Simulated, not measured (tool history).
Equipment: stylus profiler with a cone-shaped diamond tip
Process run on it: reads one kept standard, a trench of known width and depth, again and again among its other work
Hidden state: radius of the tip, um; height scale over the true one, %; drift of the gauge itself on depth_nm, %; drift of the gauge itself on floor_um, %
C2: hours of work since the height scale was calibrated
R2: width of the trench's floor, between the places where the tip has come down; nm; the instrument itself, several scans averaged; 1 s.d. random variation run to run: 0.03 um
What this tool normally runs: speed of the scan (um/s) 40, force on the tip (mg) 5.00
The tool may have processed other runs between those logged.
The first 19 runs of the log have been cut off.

run 20 day=8.183 | speed_of_the_scan_(um/s)=42 force_on_the_tip_(mg)=5.00 | scans_with_this_tip=5304 C2=484 | depth_of_the_trench_(nm)=1009.88 R2=45840
run 21 day=8.758 | speed_of_the_scan_(um/s)=58 force_on_the_tip_(mg)=7.42 | scans_with_this_tip=5419 C2=495 | depth_of_the_trench_(nm)=1013.09 R2=45820
run 22 day=9.042 | speed_of_the_scan_(um/s)=84 force_on_the_tip_(mg)=4.02 | scans_with_this_tip=5475 C2=500 | depth_of_the_trench_(nm)=1008.92 R2=45660
run 23 day=9.671 | speed_of_the_scan_(um/s)=112 force_on_the_tip_(mg)=9.84 | scans_with_this_tip=5600 C2=511 | depth_of_the_trench_(nm)=1015.96 R2=45710
run 24 day=10.296 | speed_of_the_scan_(um/s)=112 force_on_the_tip_(mg)=6.41 | scans_with_this_tip=5723 C2=523 | depth_of_the_trench_(nm)=1012.02 R2=45640
run 25 day=10.658 | speed_of_the_scan_(um/s)=112 force_on_the_tip_(mg)=6.41 | scans_with_this_tip=5795 C2=529 | depth_of_the_trench_(nm)=1011.49 R2=45660
run 26 day=11.054 | speed_of_the_scan_(um/s)=13 force_on_the_tip_(mg)=6.83 | scans_with_this_tip=5874 C2=537 | depth_of_the_trench_(nm)=1012.29 R2=45940
run 27 day=11.312 | speed_of_the_scan_(um/s)=44 force_on_the_tip_(mg)=10.59 | scans_with_this_tip=5925 C2=541 | depth_of_the_trench_(nm)=1016.49 R2=45870
run 28 day=11.900 | speed_of_the_scan_(um/s)=11 force_on_the_tip_(mg)=14.51 | scans_with_this_tip=6041 C2=552 | depth_of_the_trench_(nm)=1020.13 R2=45970
run 29 day=12.504 | speed_of_the_scan_(um/s)=157 force_on_the_tip_(mg)=2.63 | scans_with_this_tip=6161 C2=563 | depth_of_the_trench_(nm)=1006.39 R2=45280
run 30 day=12.929 | speed_of_the_scan_(um/s)=35 force_on_the_tip_(mg)=5.00 | scans_with_this_tip=6245 C2=570 | depth_of_the_trench_(nm)=1010.12 R2=45840
run 31 day=13.438 | speed_of_the_scan_(um/s)=35 force_on_the_tip_(mg)=5.00 | scans_with_this_tip=6346 C2=580 | depth_of_the_trench_(nm)=1009.99 R2=45850
run 32 day=13.904 | speed_of_the_scan_(um/s)=35 force_on_the_tip_(mg)=5.00 | scans_with_this_tip=6438 C2=588 | depth_of_the_trench_(nm)=1010.26 R2=45870
run 33 day=14.496 | speed_of_the_scan_(um/s)=35 force_on_the_tip_(mg)=5.00 | scans_with_this_tip=6556 C2=599 | depth_of_the_trench_(nm)=1009.94 R2=45870
run 34 day=15.038 | speed_of_the_scan_(um/s)=35 force_on_the_tip_(mg)=8.42 | scans_with_this_tip=6663 C2=609 | depth_of_the_trench_(nm)=1013.71 R2=45870
run 35 day=15.367 | speed_of_the_scan_(um/s)=19 force_on_the_tip_(mg)=5.90 | scans_with_this_tip=6729 C2=615 | depth_of_the_trench_(nm)=1010.69 R2=45890
run 36 day=15.833 | speed_of_the_scan_(um/s)=89 force_on_the_tip_(mg)=8.21 | scans_with_this_tip=6821 C2=623 | depth_of_the_trench_(nm)=1013.74 R2=45760
run 37 day=16.117 | speed_of_the_scan_(um/s)=89 force_on_the_tip_(mg)=8.21 | scans_with_this_tip=6877 C2=628 | depth_of_the_trench_(nm)=1013.52 R2=45780
run 38 day=16.700 | speed_of_the_scan_(um/s)=20 force_on_the_tip_(mg)=6.22 | scans_with_this_tip=6993 C2=639 | depth_of_the_trench_(nm)=1011.65 R2=45920
run 39 day=17.162 | speed_of_the_scan_(um/s)=39 force_on_the_tip_(mg)=3.31 | scans_with_this_tip=7084 C2=647 | depth_of_the_trench_(nm)=1007.43 R2=45820

4 options for the next run, each taken on its own from the tool as it stands now. Forecast them:
run A day=17.642 | speed_of_the_scan_(um/s)=25 force_on_the_tip_(mg)=3.31 | scans_with_this_tip=7179 C2=656 | depth_of_the_trench_(nm)=? R2=?
run B day=17.642 | speed_of_the_scan_(um/s)=116 force_on_the_tip_(mg)=2.23 | scans_with_this_tip=7179 C2=656 | depth_of_the_trench_(nm)=? R2=?
run C day=17.642 | speed_of_the_scan_(um/s)=95 force_on_the_tip_(mg)=5.00 | scans_with_this_tip=7179 C2=656 | depth_of_the_trench_(nm)=? R2=?
run D day=17.642 | speed_of_the_scan_(um/s)=41 force_on_the_tip_(mg)=6.10 | scans_with_this_tip=7179 C2=656 | depth_of_the_trench_(nm)=? R2=?

run=A depth_of_the_trench_(nm)=1007.46 R2=45870
run=B depth_of_the_trench_(nm)=1006.02 R2=45430
run=C depth_of_the_trench_(nm)=1009.43 R2=45710
run=D depth_of_the_trench_(nm)=1011.41 R2=45850
What these runs would have given with no unlogged condition in the tool:
run=A depth_of_the_trench_(nm)=1007.48 R2=45880
run=B depth_of_the_trench_(nm)=1006.04 R2=45440
run=C depth_of_the_trench_(nm)=1009.45 R2=45710
run=D depth_of_the_trench_(nm)=1011.42 R2=45860
